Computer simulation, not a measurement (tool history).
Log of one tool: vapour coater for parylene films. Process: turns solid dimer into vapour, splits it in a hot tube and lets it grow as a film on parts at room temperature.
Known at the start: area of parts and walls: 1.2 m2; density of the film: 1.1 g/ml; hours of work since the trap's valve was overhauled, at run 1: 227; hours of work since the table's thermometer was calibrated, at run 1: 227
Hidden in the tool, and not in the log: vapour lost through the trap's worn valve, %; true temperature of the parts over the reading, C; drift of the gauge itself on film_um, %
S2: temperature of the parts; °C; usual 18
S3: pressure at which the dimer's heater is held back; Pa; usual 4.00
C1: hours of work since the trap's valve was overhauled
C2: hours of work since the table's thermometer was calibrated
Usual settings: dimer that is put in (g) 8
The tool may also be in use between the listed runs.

{"run": 1, "hour": 0.0, "dimer that is put in (g)": 8, "S2": 18, "S3": 4.0, "C1": 227, "C2": 227, "thickness of the film (um)": 4.4}
{"run": 2, "hour": 59.6, "dimer that is put in (g)": 8, "S2": 18, "S3": 4.0, "C1": 270, "C2": 270, "thickness of the film (um)": 4.27}
{"hour": 90.2, "done": "trap's valve overhauled"}
{"run": 3, "hour": 120.4, "dimer that is put in (g)": 8, "S2": 18, "S3": 4.0, "C1": 22, "C2": 311, "thickness of the film (um)": 4.58}
{"run": 4, "hour": 173.5, "dimer that is put in (g)": 8, "S2": 14, "S3": 4.0, "C1": 60, "C2": 349, "thickness of the film (um)": 4.97}
{"run": 5, "hour": 244.1, "dimer that is put in (g)": 8, "S2": 14, "S3": 4.0, "C1": 110, "C2": 399, "thickness of the film (um)": 4.94}
{"run": 6, "hour": 280.9, "dimer that is put in (g)": 8, "S2": 18, "S3": 4.0, "C1": 137, "C2": 426, "thickness of the film (um)": 4.45}
{"run": 7, "hour": 352.8, "dimer that is put in (g)": 8, "S2": 18, "S3": 4.0, "C1": 188, "C2": 477, "thickness of the film (um)": 4.38}
{"run": 8, "hour": 399.7, "dimer that is put in (g)": 8, "S2": 18, "S3": 4.0, "C1": 222, "C2": 511, "thickness of the film (um)": 4.34}
{"run": 9, "hour": 465.4, "dimer that is put in (g)": 9, "S2": 18, "S3": 4.0, "C1": 269, "C2": 558, "thickness of the film (um)": 4.87}
{"hour": 495.4, "done": "trap's valve overhauled"}
{"run": 10, "hour": 502.0, "dimer that is put in (g)": 9, "S2": 18, "S3": 4.0, "C1": 5, "C2": 582, "thickness of the film (um)": 5.24}
{"run": 11, "hour": 558.3, "dimer that is put in (g)": 9, "S2": 18, "S3": 4.0, "C1": 45, "C2": 622, "thickness of the film (um)": 5.19}
{"run": 12, "hour": 591.4, "dimer that is put in (g)": 9, "S2": 18, "S3": 4.0, "C1": 69, "C2": 646, "thickness of the film (um)": 5.19}
{"run": 13, "hour": 656.5, "dimer that is put in (g)": 8, "S2": 10, "S3": 4.0, "C1": 116, "C2": 692, "thickness of the film (um)": 5.5}
{"run": 14, "hour": 698.2, "dimer that is put in (g)": 8, "S2": 10, "S3": 4.0, "C1": 145, "C2": 722, "thickness of the film (um)": 5.37}
{"run": 15, "hour": 727.2, "dimer that is put in (g)": 8, "S2": 10, "S3": 4.0, "C1": 166, "C2": 743, "thickness of the film (um)": 5.34}
{"run": 16, "hour": 786.8, "dimer that is put in (g)": 8, "S2": 10, "S3": 4.0, "C1": 209, "C2": 786, "thickness of the film (um)": 5.25}
{"hour": 793.8, "done": "table's thermometer calibrated"}
{"run": 17, "hour": 854.7, "dimer that is put in (g)": 8, "S2": 10, "S3": 4.0, "C1": 257, "C2": 44, "thickness of the film (um)": 5.23}
{"run": 18, "hour": 889.2, "dimer that is put in (g)": 13, "S2": 15, "S3": 2.56, "C1": 282, "C2": 68, "thickness of the film (um)": 7.96}
{"hour": 902.1, "done": "trap's valve overhauled"}
{"run": 19, "hour": 951.5, "dimer that is put in (g)": 8, "S2": 10, "S3": 3.81, "C1": 35, "C2": 110, "thickness of the film (um)": 5.59}
{"run": 20, "hour": 989.2, "dimer that is put in (g)": 13, "S2": 26, "S3": 4.0, "C1": 62, "C2": 137, "thickness of the film (um)": 6.31}
{"run": 21, "hour": 1038.0, "dimer that is put in (g)": 12, "S2": 18, "S3": 4.0, "C1": 98, "C2": 172, "thickness of the film (um)": 6.92}
{"run": 22, "hour": 1093.2, "dimer that is put in (g)": 12, "S2": 18, "S3": 4.0, "C1": 137, "C2": 212, "thickness of the film (um)": 6.71}
{"hour": 1122.1, "done": "table's thermometer calibrated, once more"}
{"run": 23, "hour": 1147.3, "dimer that is put in (g)": 12, "S2": 26, "S3": 4.67, "C1": 175, "C2": 18, "thickness of the film (um)": 5.36}
{"run": 24, "hour": 1199.3, "dimer that is put in (g)": 12, "S2": 20, "S3": 4.67, "C1": 213, "C2": 55, "thickness of the film (um)": 6.08}
{"run": 25, "hour": 1263.3, "dimer that is put in (g)": 12, "S2": 11, "S3": 4.67, "C1": 258, "C2": 101, "thickness of the film (um)": 7.28}
{"hour": 1309.1, "done": "trap's valve overhauled"}
{"run": 26, "hour": 1332.5, "dimer that is put in (g)": 9, "S2": 28, "S3": 4.0, "C1": 17, "C2": 148, "thickness of the film (um)": 4.21}
{"run": 27, "hour": 1376.6, "dimer that is put in (g)": 9, "S2": 13, "S3": 2.41, "C1": 48, "C2": 180, "thickness of the film (um)": 6.3}

The next listed run, before its measurement:
{"run": 28, "hour": 1428.6, "dimer that is put in (g)": 9, "S2": 13, "S3": 2.41, "C1": 86, "C2": 217, "thickness of the film (um)": "?"}

{"run 28": {"thickness of the film (um)": 6.23}}
Without the tool's hidden state the same run would have given thickness of the film (um) 6.38.
